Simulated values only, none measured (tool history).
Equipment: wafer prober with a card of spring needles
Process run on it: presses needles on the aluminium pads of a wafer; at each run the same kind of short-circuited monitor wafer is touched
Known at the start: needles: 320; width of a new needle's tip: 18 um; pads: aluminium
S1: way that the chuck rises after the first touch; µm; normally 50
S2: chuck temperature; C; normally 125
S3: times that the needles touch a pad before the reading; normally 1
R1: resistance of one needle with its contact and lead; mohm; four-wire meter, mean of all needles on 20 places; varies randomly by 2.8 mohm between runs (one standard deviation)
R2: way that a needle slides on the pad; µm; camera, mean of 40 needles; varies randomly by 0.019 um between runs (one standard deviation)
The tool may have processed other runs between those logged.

run,hour,S1,S2,S3,R1,R2
1,0.0,50,125,1,385,11.79
2,39.5,42,125,1,414,9.82
3,67.2,42,125,1,344,9.83
4,89.7,30,125,1,396,6.94
5,111.6,50,125,1,347,11.90
6,134.5,50,125,1,362,11.85
7,173.2,46,118,3,336,10.88
8,203.2,46,118,3,348,10.85
9,225.9,55,38,1,353,13.00
10,252.4,30,28,1,366,6.98
11,290.7,55,28,1,293,12.90
12,326.9,50,45,2,340,11.71

Missing from the log above: 17 entries noted between runs. For each, name the pair of listed runs it sits between and say how the tool's hidden condition differs from the listed run just before to the listed run just after:
Between runs 1 and 2: tips cleaned on abrasive film (hour 2.0); tips cleaned on abrasive film (hour 24.7)
  debris on the tips, nm: 122 -> 119.9; way that the needles fall short of the set height, um: 0.46 -> 0.63; tips' diameter, um: 18.78 -> 18.84
  measured less the result without the state, R1: +63 -> +86 mohm; R2: -0.10 -> -0.15 µm
Between runs 2 and 3: tips cleaned on abrasive film (hour 45.2); tips cleaned on abrasive film (hour 67.1)
  debris on the tips, nm: 119.9 -> 15.4; way that the needles fall short of the set height, um: 0.63 -> 0.83; tips' diameter, um: 18.84 -> 18.91
  measured less the result without the state, R1: +86 -> +13 mohm; R2: -0.15 -> -0.20 µm
Between runs 3 and 4: tips cleaned on abrasive film (hour 87.1)
  debris on the tips, nm: 15.4 -> 32.5; way that the needles fall short of the set height, um: 0.83 -> 0.91; tips' diameter, um: 18.91 -> 18.94
  measured less the result without the state, R1: +13 -> +49 mohm; R2: -0.20 -> -0.22 µm
Between runs 4 and 5: tips cleaned on abrasive film (hour 106.5); height of the first contact set anew (hour 109.8)
  debris on the tips, nm: 32.5 -> 60.4; way that the needles fall short of the set height, um: 0.91 -> 0; tips' diameter, um: 18.94 -> 18.97
  measured less the result without the state, R1: +49 -> +32 mohm; R2: -0.22 -> +0.00 µm
Between runs 5 and 6: tips cleaned on abrasive film (hour 127.1)
  debris on the tips, nm: 60.4 -> 85.9; way that the needles fall short of the set height, um: 0 -> 0.09; tips' diameter, um: 18.97 -> 19.01
  measured less the result without the state, R1: +32 -> +44 mohm; R2: +0.00 -> -0.02 µm
Between runs 6 and 7: tips cleaned on abrasive film (hour 148.5); tips cleaned on abrasive film (hour 168.5)
  debris on the tips, nm: 85.9 -> 55.4; way that the needles fall short of the set height, um: 0.09 -> 0.27; tips' diameter, um: 19.01 -> 19.07
  measured less the result without the state, R1: +44 -> +14 mohm; R2: -0.02 -> -0.06 µm
Between runs 7 and 8: tips cleaned on abrasive film (hour 188.2)
  debris on the tips, nm: 55.4 -> 118.6; way that the needles fall short of the set height, um: 0.27 -> 0.32; tips' diameter, um: 19.07 -> 19.09
  measured less the result without the state, R1: +14 -> +27 mohm; R2: -0.06 -> -0.08 µm
Between runs 8 and 9: tips cleaned on abrasive film (hour 209.3)
  debris on the tips, nm: 118.6 -> 120.8; way that the needles fall short of the set height, um: 0.32 -> 0.42; tips' diameter, um: 19.09 -> 19.12
  measured less the result without the state, R1: +27 -> +62 mohm; R2: -0.08 -> -0.10 µm
Between runs 9 and 10: tips cleaned on abrasive film (hour 228.9); tips cleaned on abrasive film (hour 250.9)
  debris on the tips, nm: 120.8 -> 35.2; way that the needles fall short of the set height, um: 0.42 -> 0.57; tips' diameter, um: 19.12 -> 19.18
  measured less the result without the state, R1: +62 -> +60 mohm; R2: -0.10 -> -0.13 µm
Between runs 10 and 11: tips cleaned on abrasive film (hour 271.5); tips cleaned on abrasive film (hour 290.7)
  debris on the tips, nm: 35.2 -> 12.2; way that the needles fall short of the set height, um: 0.57 -> 0.69; tips' diameter, um: 19.18 -> 19.22
  measured less the result without the state, R1: +60 -> +8 mohm; R2: -0.13 -> -0.17 µm
Between runs 11 and 12: tips cleaned on abrasive film (hour 309.9)
  debris on the tips, nm: 12.2 -> 121.4; way that the needles fall short of the set height, um: 0.69 -> 0.77; tips' diameter, um: 19.22 -> 19.24
  measured less the result without the state, R1: +8 -> +46 mohm; R2: -0.17 -> -0.19 µm

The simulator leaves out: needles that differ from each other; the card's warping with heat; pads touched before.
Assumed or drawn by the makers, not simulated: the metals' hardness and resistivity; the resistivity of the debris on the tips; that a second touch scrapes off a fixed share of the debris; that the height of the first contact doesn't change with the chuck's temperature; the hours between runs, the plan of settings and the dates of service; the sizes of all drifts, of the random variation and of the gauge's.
